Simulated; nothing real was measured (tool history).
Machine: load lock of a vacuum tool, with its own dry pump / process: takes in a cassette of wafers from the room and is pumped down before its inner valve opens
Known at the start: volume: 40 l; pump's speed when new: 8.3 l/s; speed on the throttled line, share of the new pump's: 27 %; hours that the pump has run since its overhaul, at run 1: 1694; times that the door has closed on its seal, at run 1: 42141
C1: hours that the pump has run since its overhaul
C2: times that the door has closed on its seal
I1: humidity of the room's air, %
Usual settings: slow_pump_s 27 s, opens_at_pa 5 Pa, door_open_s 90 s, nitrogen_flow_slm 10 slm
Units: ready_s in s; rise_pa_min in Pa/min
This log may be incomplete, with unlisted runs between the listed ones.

{"run": 1, "hour": 0.0, "slow_pump_s": 27, "opens_at_pa": 5, "door_open_s": 90, "nitrogen_flow_slm": 10, "C1": 1694, "C2": 42141, "I1": 48.5, "ready_s": 67.8, "rise_pa_min": 0.229}
{"run": 2, "hour": 310.0, "slow_pump_s": 27, "opens_at_pa": 5, "door_open_s": 90, "nitrogen_flow_slm": 10, "C1": 2004, "C2": 42777, "I1": 44.3, "ready_s": 67.1, "rise_pa_min": 0.227}
{"run": 3, "hour": 844.7, "slow_pump_s": 27, "opens_at_pa": 6, "door_open_s": 90, "nitrogen_flow_slm": 10, "C1": 2539, "C2": 43875, "I1": 44.5, "ready_s": 66.7, "rise_pa_min": 0.24}
{"run": 4, "hour": 1302.9, "slow_pump_s": 27, "opens_at_pa": 6, "door_open_s": 90, "nitrogen_flow_slm": 10, "C1": 2997, "C2": 44815, "I1": 45.5, "ready_s": 66.6, "rise_pa_min": 0.238}
{"run": 5, "hour": 1773.6, "slow_pump_s": 27, "opens_at_pa": 6, "door_open_s": 90, "nitrogen_flow_slm": 10, "C1": 3467, "C2": 45782, "I1": 46.9, "ready_s": 66.2, "rise_pa_min": 0.254}
{"run": 6, "hour": 2120.7, "slow_pump_s": 32, "opens_at_pa": 5, "door_open_s": 90, "nitrogen_flow_slm": 10, "C1": 3815, "C2": 46494, "I1": 46.2, "ready_s": 71.4, "rise_pa_min": 0.259}
{"run": 7, "hour": 2447.7, "slow_pump_s": 32, "opens_at_pa": 5, "door_open_s": 90, "nitrogen_flow_slm": 10, "C1": 4142, "C2": 47165, "I1": 46.1, "ready_s": 71.6, "rise_pa_min": 0.26}
{"run": 8, "hour": 2827.9, "slow_pump_s": 32, "opens_at_pa": 5, "door_open_s": 90, "nitrogen_flow_slm": 10, "C1": 4522, "C2": 47946, "I1": 44.9, "ready_s": 71.0, "rise_pa_min": 0.26}
{"run": 9, "hour": 3093.2, "slow_pump_s": 32, "opens_at_pa": 5, "door_open_s": 90, "nitrogen_flow_slm": 10, "C1": 4787, "C2": 48490, "I1": 44.9, "ready_s": 72.8, "rise_pa_min": 0.268}
{"run": 10, "hour": 3484.1, "slow_pump_s": 27, "opens_at_pa": 5, "door_open_s": 34, "nitrogen_flow_slm": 10, "C1": 5178, "C2": 49293, "I1": 46.3, "ready_s": 68.0, "rise_pa_min": 0.24}
{"run": 11, "hour": 3906.2, "slow_pump_s": 27, "opens_at_pa": 5, "door_open_s": 34, "nitrogen_flow_slm": 10, "C1": 5600, "C2": 50159, "I1": 44.3, "ready_s": 68.6, "rise_pa_min": 0.243}
{"run": 12, "hour": 4259.0, "slow_pump_s": 27, "opens_at_pa": 5, "door_open_s": 34, "nitrogen_flow_slm": 10, "C1": 5953, "C2": 50883, "I1": 45.2, "ready_s": 69.8, "rise_pa_min": 0.247}
{"run": 13, "hour": 4526.9, "slow_pump_s": 27, "opens_at_pa": 5, "door_open_s": 90, "nitrogen_flow_slm": 10, "C1": 6221, "C2": 51433, "I1": 44.6, "ready_s": 68.2, "rise_pa_min": 0.286}
{"run": 14, "hour": 4792.7, "slow_pump_s": 27, "opens_at_pa": 5, "door_open_s": 90, "nitrogen_flow_slm": 10, "C1": 6487, "C2": 51979, "I1": 47.3, "ready_s": 68.6, "rise_pa_min": 0.297}
{"run": 15, "hour": 5114.1, "slow_pump_s": 27, "opens_at_pa": 5, "door_open_s": 90, "nitrogen_flow_slm": 10, "C1": 6808, "C2": 52639, "I1": 47.3, "ready_s": 68.0, "rise_pa_min": 0.293}
{"run": 16, "hour": 5427.4, "slow_pump_s": 27, "opens_at_pa": 5, "door_open_s": 90, "nitrogen_flow_slm": 10, "C1": 7121, "C2": 53282, "I1": 44.7, "ready_s": 68.8, "rise_pa_min": 0.295}
{"run": 17, "hour": 5732.9, "slow_pump_s": 27, "opens_at_pa": 5, "door_open_s": 90, "nitrogen_flow_slm": 10, "C1": 7427, "C2": 53909, "I1": 44.4, "ready_s": 68.9, "rise_pa_min": 0.293}
{"run": 18, "hour": 6229.9, "slow_pump_s": 27, "opens_at_pa": 5, "door_open_s": 90, "nitrogen_flow_slm": 10, "C1": 7924, "C2": 54929, "I1": 47.8, "ready_s": 69.5, "rise_pa_min": 0.321}
{"run": 19, "hour": 6591.9, "slow_pump_s": 27, "opens_at_pa": 5, "door_open_s": 90, "nitrogen_flow_slm": 10, "C1": 8286, "C2": 55672, "I1": 44.3, "ready_s": 70.3, "rise_pa_min": 0.312}
{"run": 20, "hour": 7111.4, "slow_pump_s": 27, "opens_at_pa": 5, "door_open_s": 116, "nitrogen_flow_slm": 21, "C1": 8805, "C2": 56738, "I1": 47.6, "ready_s": 69.6, "rise_pa_min": 0.32}
{"run": 21, "hour": 7359.6, "slow_pump_s": 27, "opens_at_pa": 5, "door_open_s": 116, "nitrogen_flow_slm": 21, "C1": 9053, "C2": 57248, "I1": 48.8, "ready_s": 68.6, "rise_pa_min": 0.32}
{"run": 22, "hour": 7892.0, "slow_pump_s": 27, "opens_at_pa": 5, "door_open_s": 116, "nitrogen_flow_slm": 21, "C1": 9586, "C2": 58341, "I1": 44.0, "ready_s": 69.8, "rise_pa_min": 0.331}
{"run": 23, "hour": 8483.2, "slow_pump_s": 20, "opens_at_pa": 9, "door_open_s": 53, "nitrogen_flow_slm": 4, "C1": 10177, "C2": 59554, "I1": 46.1, "ready_s": 61.5, "rise_pa_min": 0.346}
{"run": 24, "hour": 9036.0, "slow_pump_s": 20, "opens_at_pa": 9, "door_open_s": 53, "nitrogen_flow_slm": 4, "C1": 10730, "C2": 60689, "I1": 44.5, "ready_s": 61.1, "rise_pa_min": 0.353}
{"run": 25, "hour": 9528.0, "slow_pump_s": 48, "opens_at_pa": 9, "door_open_s": 53, "nitrogen_flow_slm": 9, "C1": 11222, "C2": 61699, "I1": 45.5, "ready_s": 82.2, "rise_pa_min": 0.352}
{"run": 26, "hour": 9913.6, "slow_pump_s": 42, "opens_at_pa": 6, "door_open_s": 46, "nitrogen_flow_slm": 10, "C1": 11607, "C2": 62490, "I1": 42.0, "ready_s": 80.2, "rise_pa_min": 0.342}
{"run": 27, "hour": 10450.2, "slow_pump_s": 42, "opens_at_pa": 6, "door_open_s": 26, "nitrogen_flow_slm": 10, "C1": 12144, "C2": 63592, "I1": 43.3, "ready_s": 80.0, "rise_pa_min": 0.338}
{"run": 28, "hour": 10860.5, "slow_pump_s": 15, "opens_at_pa": 5, "door_open_s": 90, "nitrogen_flow_slm": 10, "C1": 12554, "C2": 64434, "I1": 44.6, "ready_s": 61.6, "rise_pa_min": 0.386}
{"run": 29, "hour": 11172.1, "slow_pump_s": 18, "opens_at_pa": 5, "door_open_s": 90, "nitrogen_flow_slm": 10, "C1": 12866, "C2": 65074, "I1": 48.5, "ready_s": 63.8, "rise_pa_min": 0.396}
{"run": 30, "hour": 11740.9, "slow_pump_s": 15, "opens_at_pa": 8, "door_open_s": 125, "nitrogen_flow_slm": 10, "C1": 13435, "C2": 66241, "I1": 45.0, "ready_s": 59.3, "rise_pa_min": 0.41}
{"run": 31, "hour": 11990.7, "slow_pump_s": 27, "opens_at_pa": 5, "door_open_s": 122, "nitrogen_flow_slm": 10, "C1": 13685, "C2": 66754, "I1": 42.1, "ready_s": 70.6, "rise_pa_min": 0.417}
{"run": 32, "hour": 12274.2, "slow_pump_s": 27, "opens_at_pa": 5, "door_open_s": 122, "nitrogen_flow_slm": 10, "C1": 13968, "C2": 67336, "I1": 49.3, "ready_s": 70.8, "rise_pa_min": 0.429}
{"run": 33, "hour": 12788.7, "slow_pump_s": 47, "opens_at_pa": 10, "door_open_s": 81, "nitrogen_flow_slm": 27, "C1": 14483, "C2": 68392, "I1": 48.6, "ready_s": 80.0, "rise_pa_min": 0.406}
{"hour": 13192.3, "done": "door's seal changed, seat wiped"}
{"run": 34, "hour": 13261.3, "slow_pump_s": 50, "opens_at_pa": 4, "door_open_s": 75, "nitrogen_flow_slm": 7, "C1": 14954, "C2": 142, "I1": 46.0, "ready_s": 89.0, "rise_pa_min": 0.066}
{"run": 35, "hour": 13624.3, "slow_pump_s": 48, "opens_at_pa": 5, "door_open_s": 75, "nitrogen_flow_slm": 7, "C1": 15317, "C2": 887, "I1": 42.1, "ready_s": 87.1, "rise_pa_min": 0.059}
{"run": 36, "hour": 14103.6, "slow_pump_s": 48, "opens_at_pa": 5, "door_open_s": 75, "nitrogen_flow_slm": 7, "C1": 15796, "C2": 1871, "I1": 44.0, "ready_s": 85.7, "rise_pa_min": 0.071}
{"run": 37, "hour": 14692.9, "slow_pump_s": 27, "opens_at_pa": 5, "door_open_s": 26, "nitrogen_flow_slm": 10, "C1": 16385, "C2": 3081, "I1": 44.8, "ready_s": 70.9, "rise_pa_min": 0.036}

Below, some changes in ready_s between adjacent runs. For each, the amount present without the hidden state too (settings, incoming material, random variation) and the amount remaining for the hidden state with gauge scatter not shared by both compared results:
Hidden conditions of the tool in this case: pump's speed, % of a new pump's; leak at the door's seal, Pa l/s; drift of the gauge itself on ready_s, %; drift of the gauge itself on rise_pa_min, %.
Run 24 -> 25: slow_pump_s 20 -> 48, nitrogen_flow_slm 4 -> 9. ready_s +21.1 s: hidden state -0.2, all else +21.3.
Run 25 -> 26: slow_pump_s 48 -> 42, opens_at_pa 9 -> 6, door_open_s 53 -> 46, nitrogen_flow_slm 9 -> 10. ready_s -2.0 s: hidden state +0.4, all else -2.4.
Run 27 -> 28: slow_pump_s 42 -> 15, opens_at_pa 6 -> 5, door_open_s 26 -> 90. ready_s -18.4 s: hidden state +0.4, all else -18.8.
Run 32 -> 33: slow_pump_s 27 -> 47, opens_at_pa 5 -> 10, door_open_s 122 -> 81, nitrogen_flow_slm 10 -> 27. ready_s +9.2 s: hidden state -0.6, all else +9.8.
Run 33 -> 34: slow_pump_s 47 -> 50, opens_at_pa 10 -> 4, door_open_s 81 -> 75, nitrogen_flow_slm 27 -> 7, door's seal changed, seat wiped. ready_s +9.0 s: hidden state +0.5, all else +8.5.
Run 36 -> 37: slow_pump_s 48 -> 27, door_open_s 75 -> 26, nitrogen_flow_slm 7 -> 10. ready_s -14.8 s: hidden state +0.4, all else -15.2.

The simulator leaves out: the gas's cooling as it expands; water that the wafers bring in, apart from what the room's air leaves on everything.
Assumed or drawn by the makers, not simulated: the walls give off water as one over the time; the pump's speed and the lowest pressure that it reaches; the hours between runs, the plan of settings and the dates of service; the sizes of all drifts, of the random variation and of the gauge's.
